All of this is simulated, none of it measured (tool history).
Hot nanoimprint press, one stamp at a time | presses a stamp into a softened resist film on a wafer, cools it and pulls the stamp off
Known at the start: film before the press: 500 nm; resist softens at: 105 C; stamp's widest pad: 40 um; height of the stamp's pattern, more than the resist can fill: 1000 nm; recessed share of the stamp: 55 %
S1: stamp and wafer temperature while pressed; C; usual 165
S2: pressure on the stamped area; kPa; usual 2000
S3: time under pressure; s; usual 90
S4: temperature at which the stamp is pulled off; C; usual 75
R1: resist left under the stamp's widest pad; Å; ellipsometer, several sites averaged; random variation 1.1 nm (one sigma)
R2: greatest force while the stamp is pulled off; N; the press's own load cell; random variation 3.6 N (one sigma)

run   hour   S1    S2   S3  S4    R1   R2
  1    0.0  165  2000   90  75  2895  262
  2   12.5  165  2000   90  75  2910  258
  3   21.7  165  2000   90  75  2928  258
  4   39.5  165  2000   90  75  2910  259
  5   47.7  165  2000   90  75  2920  265
  6   56.5  165  2000   90  75  2900  264
  7   81.8  165  2000   90  75  2902  212
  8   95.1  165  2000   90  75  2905  222
  9  105.7  166  2000   90  75  2792  211
 10  123.1  165  2000   90  75  2919  226
 11  140.4  165  2000   90  75  2883  228
 12  153.9  165  2000   90  75  2889  227
 13  169.0  156  2000   90  75  3871  224
 14  188.2  156  2000  110  75  3726  227
 15  199.3  165  2000  106  75  2743  224
 16  210.2  165  2000   90  74  2856  232
 17  220.5  165  2000   90  74  2875  239
 18  229.4  159  2000   79  62  3654  305
 19  247.1  159  2000   79  62  3655  305
 20  257.8  170  1370  106  75  2590  229
 21  274.7  170  1370  106  75  2593  234
 22  285.3  170  1370  106  75  2600  229
 23  297.8  171  1870   90  75  2330  230
 24  313.9  171  1870   90  75  2329  234
 25  331.8  171  1410   81  75  2717  242
 26  344.4  175  2990   50  79  2057  216
 27  356.0  159  2000   90  79  3520  218
 28  374.3  171  1210  138  83  2362  187
 29  390.8  171  1210  138  83  2365  188
 30  404.9  157  1210  138  83  3822  196

Taken out of this log: 1 entry between the listed runs. Where each belongs, and how the hidden state differs across it:
Between runs 6 and 7: stamp cleaned and given a new release coat (hour 69.5)
  true temperature over the reading, C: 0.82 -> 0.85; pressure that arrives at the usual setting, %: 99.78 -> 99.75; grip of the stamp's worn release coat, % over a new coat's: 21 -> 0.4
  measured less the result without the state, R1: -87 -> -91 Å; R2: +41 -> -3 N

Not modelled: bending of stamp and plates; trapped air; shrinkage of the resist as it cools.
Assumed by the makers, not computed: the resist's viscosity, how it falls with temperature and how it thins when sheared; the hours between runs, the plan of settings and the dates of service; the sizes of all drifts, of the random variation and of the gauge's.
